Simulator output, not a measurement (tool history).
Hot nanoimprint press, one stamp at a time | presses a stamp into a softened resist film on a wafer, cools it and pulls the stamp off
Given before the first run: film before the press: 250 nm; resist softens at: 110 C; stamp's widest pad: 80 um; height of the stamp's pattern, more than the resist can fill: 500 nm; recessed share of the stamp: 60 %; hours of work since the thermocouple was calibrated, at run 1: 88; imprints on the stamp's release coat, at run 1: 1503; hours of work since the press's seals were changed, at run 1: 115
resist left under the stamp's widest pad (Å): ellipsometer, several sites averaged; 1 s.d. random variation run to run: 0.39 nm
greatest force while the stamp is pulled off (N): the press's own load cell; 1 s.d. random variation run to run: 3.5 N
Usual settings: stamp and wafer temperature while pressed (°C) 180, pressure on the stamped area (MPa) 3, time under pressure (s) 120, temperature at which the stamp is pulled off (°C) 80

run   hour  stamp and wafer temperature while pressed (°C)  pressure on the stamped area (MPa)  time under pressure (s)  temperature at which the stamp is pulled off (°C)  hours of work since the thermocouple was calibrated  imprints on the stamp's release coat  hours of work since the press's seals were changed  resist left under the stamp's widest pad (Å)  greatest force while the stamp is pulled off (N)
  1      0                                             180                                   3                      120                                                 80                                                   88                                  1503                                                 115                                          1071                                               165
  2   13.6                                             180                                   3                      120                                                 80                                                   97                                  1566                                                 123                                          1073                                               169
      40.4  -- stamp cleaned and given a new release coat
  3   40.6                                             168                                   3                      120                                                 80                                                  110                                     1                                                 137                                          1849                                               171
  4   55.3                                             180                                2.76                      120                                                 80                                                  119                                    68                                                 146                                          1125                                               169
  5   74.5                                             180                                2.76                      120                                                 80                                                  131                                   157                                                 158                                          1125                                               162
  6   89.2                                             180                                2.76                      120                                                 80                                                  141                                   224                                                 167                                          1123                                               170
  7  112.9                                             180                                2.76                      120                                                 80                                                  156                                   334                                                 183                                          1125                                               163
  8    131                                             180                                2.76                      120                                                 80                                                  167                                   417                                                 194                                          1118                                               167
  9  153.4                                             180                                2.76                      120                                                 80                                                  182                                   520                                                 208                                          1112                                               170
 10  167.7                                             180                                   3                       97                                                 80                                                  191                                   586                                                 217                                          1157                                               172
 11  185.8                                             180                                   3                       97                                                 80                                                  202                                   670                                                 229                                          1157                                               169
 12  210.4                                             180                                   3                      104                                                 69                                                  218                                   783                                                 244                                          1122                                               202
 13  222.6                                             182                                   3                       80                                                 80                                                  226                                   839                                                 252                                          1121                                               167
 14  240.1                                             182                                3.73                      120                                                 82                                                  237                                   920                                                 263                                           861                                               164
 15    260                                             182                                3.73                      120                                                 82                                                  249                                  1011                                                 276                                           862                                               165
 16  280.9                                             178                                4.07                      159                                                 80                                                  263                                  1108                                                 289                                           912                                               171
     287.4  -- plate thermocouple calibrated
 17  303.3                                             178                                4.07                      159                                                 80                                                   10                                  1197                                                 302                                           915                                               171
 18  320.5                                             170                                 2.6                       75                                                 74                                                   21                                  1276                                                 312                                          1988                                               188
 19  345.9                                             171                                2.96                      120                                                 85                                                   37                                  1393                                                 329                                          1655                                               154

Below are 5 alternative next runs, each starting from the tool's condition after run 19. Predict each:
  A  363.8                                             183                                2.96                      132                                                 66                                                   48                                  1476                                                 340                                             ?                                                 ?
  B  363.8                                             180                                   3                      132                                                 80                                                   48                                  1476                                                 340                                             ?                                                 ?
  C  363.8                                             171                                2.96                       63                                                 85                                                   48                                  1476                                                 340                                             ?                                                 ?
  D  363.8                                             185                                2.96                      188                                                 74                                                   48                                  1476                                                 340                                             ?                                                 ?
  E  363.8                                             179                                2.57                      120                                                 80                                                   48                                  1476                                                 340                                             ?                                                 ?

run  resist left under the stamp's widest pad (Å)  greatest force while the stamp is pulled off (N)
  A                                           897                                               207
  B                                          1042                                               173
  C                                          1922                                               161
  D                                           710                                               186
  E                                          1226                                               171
Had the tool no hidden state, the same runs would have come out as:
run  resist left under the stamp's widest pad (Å)  greatest force while the stamp is pulled off (N)
  A                                           896                                               205
  B                                          1041                                               171
  C                                          1921                                               159
  D                                           709                                               184
  E                                          1225                                               169
